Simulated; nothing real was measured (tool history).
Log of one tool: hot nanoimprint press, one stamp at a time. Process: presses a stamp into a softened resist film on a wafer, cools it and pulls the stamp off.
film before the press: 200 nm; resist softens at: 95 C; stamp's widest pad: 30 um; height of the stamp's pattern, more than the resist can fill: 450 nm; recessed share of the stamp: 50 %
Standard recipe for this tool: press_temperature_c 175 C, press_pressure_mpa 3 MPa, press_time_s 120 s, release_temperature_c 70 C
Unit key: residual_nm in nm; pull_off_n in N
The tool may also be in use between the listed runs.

| run | hour | press_temperature_c | press_pressure_mpa | press_time_s | release_temperature_c | residual_nm | pull_off_n |
|---|---|---|---|---|---|---|---|
| 1 | 0 | 175 | 3 | 120 | 70 | 80.9 | 228 |
| 2 | 41.7 | 175 | 3 | 120 | 70 | 80.9 | 221 |
| 3 | 67.5 | 175 | 3 | 120 | 70 | 80.5 | 223 |
| 4 | 98.5 | 175 | 3 | 120 | 70 | 81 | 228 |
| 5 | 130.4 | 167 | 3 | 120 | 70 | 114 | 239 |
|  | 172.3 | stamp cleaned and given a new release coat |
| 6 | 177.6 | 167 | 2.53 | 120 | 70 | 120.5 | 166 |
| 7 | 224.3 | 167 | 2.53 | 120 | 70 | 121 | 168 |
| 8 | 245.7 | 167 | 2.53 | 120 | 70 | 120.5 | 165 |
|  | 288.8 | plate thermocouple calibrated |
| 9 | 291.7 | 167 | 2.53 | 120 | 70 | 122 | 172 |
| 10 | 322.6 | 167 | 2.53 | 120 | 70 | 123.2 | 172 |
| 11 | 372.1 | 167 | 2.18 | 120 | 70 | 127.2 | 176 |
| 12 | 406.1 | 167 | 2.18 | 120 | 70 | 126.8 | 178 |
| 13 | 440.3 | 167 | 2.18 | 120 | 70 | 127.7 | 186 |
| 14 | 474.7 | 170 | 2.18 | 120 | 70 | 112.7 | 185 |
| 15 | 509.5 | 175 | 3 | 143 | 70 | 75.2 | 187 |
| 16 | 554.2 | 169 | 3.92 | 120 | 70 | 94.8 | 194 |
| 17 | 596.1 | 179 | 2.78 | 120 | 70 | 68.9 | 194 |
| 18 | 640.1 | 178 | 2.46 | 120 | 70 | 75.9 | 198 |
| 19 | 668.2 | 178 | 2.46 | 120 | 70 | 75.9 | 193 |
| 20 | 713.6 | 173 | 3.87 | 153 | 72 | 71.2 | 200 |
| 21 | 761.2 | 175 | 2.75 | 112 | 73 | 85.4 | 205 |
| 22 | 787.6 | 175 | 2.75 | 112 | 73 | 84.1 | 201 |
| 23 | 832.3 | 175 | 2.75 | 112 | 73 | 85.8 | 198 |
| 24 | 870.9 | 178 | 1.91 | 200 | 69 | 68.3 | 213 |
| 25 | 906.4 | 181 | 1.97 | 63 | 58 | 93.9 | 224 |
|  | 922.7 | plate thermocouple calibrated |
| 26 | 955.3 | 180 | 3.77 | 65 | 55 | 78.1 | 236 |
| 27 | 981.9 | 180 | 3.77 | 65 | 55 | 77.9 | 232 |
| 28 | 1007.5 | 175 | 3 | 120 | 55 | 82.5 | 240 |
| 29 | 1042.3 | 175 | 3 | 120 | 55 | 82.6 | 237 |
| 30 | 1082.7 | 175 | 3 | 206 | 75 | 65.8 | 216 |

3 options for the next run, each taken on its own from the tool as it stands now. Forecast them:
| A | 1117.7 | 181 | 3 | 206 | 75 | ? | ? |
| B | 1117.7 | 175 | 3 | 71 | 73 | ? | ? |
| C | 1117.7 | 182 | 3 | 144 | 75 | ? | ? |

| run | residual_nm | pull_off_n |
|---|---|---|
| A | 48.5 | 222 |
| B | 100.4 | 225 |
| C | 55 | 225 |
With no hidden state in the tool, these same runs would have given:
| run | residual_nm | pull_off_n |
|---|---|---|
| A | 47.8 | 158 |
| B | 99.3 | 160 |
| C | 54.2 | 160 |
